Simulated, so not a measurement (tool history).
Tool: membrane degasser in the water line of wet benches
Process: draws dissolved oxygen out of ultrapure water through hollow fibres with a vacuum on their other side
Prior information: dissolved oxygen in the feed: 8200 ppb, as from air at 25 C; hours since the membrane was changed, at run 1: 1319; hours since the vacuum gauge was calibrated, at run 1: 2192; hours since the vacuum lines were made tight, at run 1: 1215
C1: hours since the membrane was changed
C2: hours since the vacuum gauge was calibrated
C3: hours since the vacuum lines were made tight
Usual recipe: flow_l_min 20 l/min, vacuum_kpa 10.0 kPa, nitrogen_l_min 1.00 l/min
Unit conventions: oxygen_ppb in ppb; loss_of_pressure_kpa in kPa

run 1 hour=0.0 | flow_l_min=20 vacuum_kpa=10.0 nitrogen_l_min=1.00 | C1=1319 C2=2192 C3=1215 | oxygen_ppb=319.3 loss_of_pressure_kpa=29.17
run 2 hour=318.9 | flow_l_min=20 vacuum_kpa=10.0 nitrogen_l_min=1.00 | C1=1638 C2=2511 C3=1534 | oxygen_ppb=320.5 loss_of_pressure_kpa=29.08
run 3 hour=561.4 | flow_l_min=20 vacuum_kpa=10.0 nitrogen_l_min=1.00 | C1=1880 C2=2753 C3=1776 | oxygen_ppb=319.5 loss_of_pressure_kpa=29.07
run 4 hour=821.2 | flow_l_min=19 vacuum_kpa=10.0 nitrogen_l_min=1.00 | C1=2140 C2=3013 C3=2036 | oxygen_ppb=306.7 loss_of_pressure_kpa=27.61
run 5 hour=987.9 | flow_l_min=19 vacuum_kpa=10.0 nitrogen_l_min=1.00 | C1=2307 C2=3180 C3=2203 | oxygen_ppb=305.7 loss_of_pressure_kpa=27.69
run 6 hour=1259.2 | flow_l_min=19 vacuum_kpa=10.0 nitrogen_l_min=1.00 | C1=2578 C2=3451 C3=2474 | oxygen_ppb=306.4 loss_of_pressure_kpa=27.79
run 7 hour=1571.4 | flow_l_min=14 vacuum_kpa=9.6 nitrogen_l_min=1.00 | C1=2890 C2=3763 C3=2787 | oxygen_ppb=216.9 loss_of_pressure_kpa=20.78
run 8 hour=1743.4 | flow_l_min=16 vacuum_kpa=9.6 nitrogen_l_min=1.41 | C1=3062 C2=3935 C3=2959 | oxygen_ppb=187.9 loss_of_pressure_kpa=23.60
run 9 hour=1979.0 | flow_l_min=24 vacuum_kpa=7.6 nitrogen_l_min=1.41 | C1=3298 C2=4171 C3=3194 | oxygen_ppb=206.0 loss_of_pressure_kpa=35.36

Run 10, settings as shown, results not yet in. Your forecast:
run 10 hour=2309.2 | flow_l_min=24 vacuum_kpa=7.6 nitrogen_l_min=1.41 | C1=3628 C2=4501 C3=3524 | oxygen_ppb=? loss_of_pressure_kpa=?

{"run 10": {"oxygen_ppb": 206.7, "loss_of_pressure_kpa": 35.17}}
If the tool had no hidden condition, the same run with the same run-to-run variation would have returned oxygen_ppb 196.9 ppb, loss_of_pressure_kpa 34.22 kPa.

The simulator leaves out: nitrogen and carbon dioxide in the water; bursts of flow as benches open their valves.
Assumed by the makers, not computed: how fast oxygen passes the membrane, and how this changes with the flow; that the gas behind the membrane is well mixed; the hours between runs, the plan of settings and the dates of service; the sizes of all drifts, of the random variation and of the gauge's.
